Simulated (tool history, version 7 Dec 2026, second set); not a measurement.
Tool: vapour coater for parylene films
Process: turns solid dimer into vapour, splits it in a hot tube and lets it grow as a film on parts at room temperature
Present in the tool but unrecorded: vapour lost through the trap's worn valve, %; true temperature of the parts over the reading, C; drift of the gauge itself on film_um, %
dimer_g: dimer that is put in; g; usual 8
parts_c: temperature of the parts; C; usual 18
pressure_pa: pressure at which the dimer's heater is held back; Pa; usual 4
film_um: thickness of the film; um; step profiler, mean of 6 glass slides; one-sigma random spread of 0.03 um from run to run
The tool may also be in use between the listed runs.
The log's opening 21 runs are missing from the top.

run,hour,dimer_g,parts_c,pressure_pa,hours of work since the trap's valve was overhauled,hours of work since the table's thermometer was calibrated,film_um
22,950.7,4,22,2.16,91,141,2.3
# hour 992.6: table's thermometer calibrated, once more
23,999.6,6,21,6.95,127,5,2.84
24,1036.1,11,13,2.96,154,32,7.86
25,1071.3,11,13,2.96,180,58,8.03
26,1117,11,13,2.96,214,92,7.89
27,1151.8,11,28,2.96,240,118,4.95
28,1194.6,3,18,8.31,272,150,1.44
29,1229.6,8,17,6.67,298,176,4.19
30,1261.8,12,18,3.81,322,200,6.81
31,1298,8,23,11.67,349,227,3.07
32,1345.4,8,27,4,384,262,3.37
33,1375.9,8,27,4,406,285,3.38
34,1434.9,8,27,4,450,329,3.37
35,1481.9,8,24,7.15,485,363,3.24

4 ways to go on from here, each from the tool as it stands after run 35. What would each give?
A,1510,8,24,11.81,506,384,?
B,1510,13,15,10.77,506,384,?
C,1510,7,13,7.15,506,384,?
D,1510,6,15,4,506,384,?

run,film_um
A,2.91
B,6.31
C,3.87
D,3.61
The same runs, with their run-to-run variation unchanged, on a tool lacking any hidden condition would have given:
run,film_um
A,3.15
B,6.83
C,4.2
D,3.91

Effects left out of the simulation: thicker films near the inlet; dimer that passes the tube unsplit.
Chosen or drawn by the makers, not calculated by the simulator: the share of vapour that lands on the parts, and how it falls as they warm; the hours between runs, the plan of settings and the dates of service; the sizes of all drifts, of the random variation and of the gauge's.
